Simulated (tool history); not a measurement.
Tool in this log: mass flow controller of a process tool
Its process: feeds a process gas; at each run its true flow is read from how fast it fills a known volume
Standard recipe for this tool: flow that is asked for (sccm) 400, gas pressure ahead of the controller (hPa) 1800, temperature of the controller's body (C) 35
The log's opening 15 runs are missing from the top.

| run | hour | flow that is asked for (sccm) | gas pressure ahead of the controller (hPa) | temperature of the controller's body (C) | hours of work since the controller was set to zero | hours of work since the controller was changed | true flow (%) |
|---|---|---|---|---|---|---|---|
| 16 | 1224.6 | 143 | 2560 | 30 | 765 | 765 | 99.9 |
| 17 | 1282.7 | 143 | 2560 | 30 | 787 | 787 | 100.17 |
| 18 | 1381 | 143 | 2560 | 30 | 823 | 823 | 100.21 |
| 19 | 1482.3 | 243 | 2520 | 30 | 861 | 861 | 100.83 |
| 20 | 1554 | 51 | 1760 | 30 | 887 | 887 | 100.34 |
| 21 | 1626 | 62 | 1640 | 37 | 914 | 914 | 101.32 |
| 22 | 1691.8 | 112 | 2500 | 33 | 938 | 938 | 100.78 |
| 23 | 1734.9 | 390 | 2500 | 32 | 954 | 954 | 102.02 |
| 24 | 1801 | 312 | 2500 | 36 | 979 | 979 | 102.02 |
| 25 | 1888.5 | 312 | 1820 | 36 | 1011 | 1011 | 102.59 |
| 26 | 1942.2 | 400 | 1560 | 35 | 1031 | 1031 | 103.16 |
| 27 | 2000.6 | 400 | 1560 | 35 | 1053 | 1053 | 103.25 |
| 28 | 2062.4 | 400 | 1890 | 35 | 1076 | 1076 | 103.28 |
|  | 2114.6 | gauge calibrated |
| 29 | 2159 | 400 | 1890 | 35 | 1112 | 1112 | 100.77 |
| 30 | 2223.3 | 400 | 1890 | 35 | 1136 | 1136 | 100.81 |

Each row is a separate what-if for the run after 30, all from the same tool condition, not one after another. Results?
| A | 2286.4 | 91 | 2100 | 24 | 1159 | 1159 | ? |
| B | 2286.4 | 81 | 1690 | 35 | 1159 | 1159 | ? |
| C | 2286.4 | 278 | 1610 | 24 | 1159 | 1159 | ? |
| D | 2286.4 | 131 | 2270 | 40 | 1159 | 1159 | ? |

| run | true flow (%) |
|---|---|
| A | 98.04 |
| B | 99.63 |
| C | 99.37 |
| D | 100.01 |
What these runs would have given with no unlogged condition in the tool:
| run | true flow (%) |
|---|---|
| A | 97.84 |
| B | 99.43 |
| C | 99.18 |
| D | 99.81 |

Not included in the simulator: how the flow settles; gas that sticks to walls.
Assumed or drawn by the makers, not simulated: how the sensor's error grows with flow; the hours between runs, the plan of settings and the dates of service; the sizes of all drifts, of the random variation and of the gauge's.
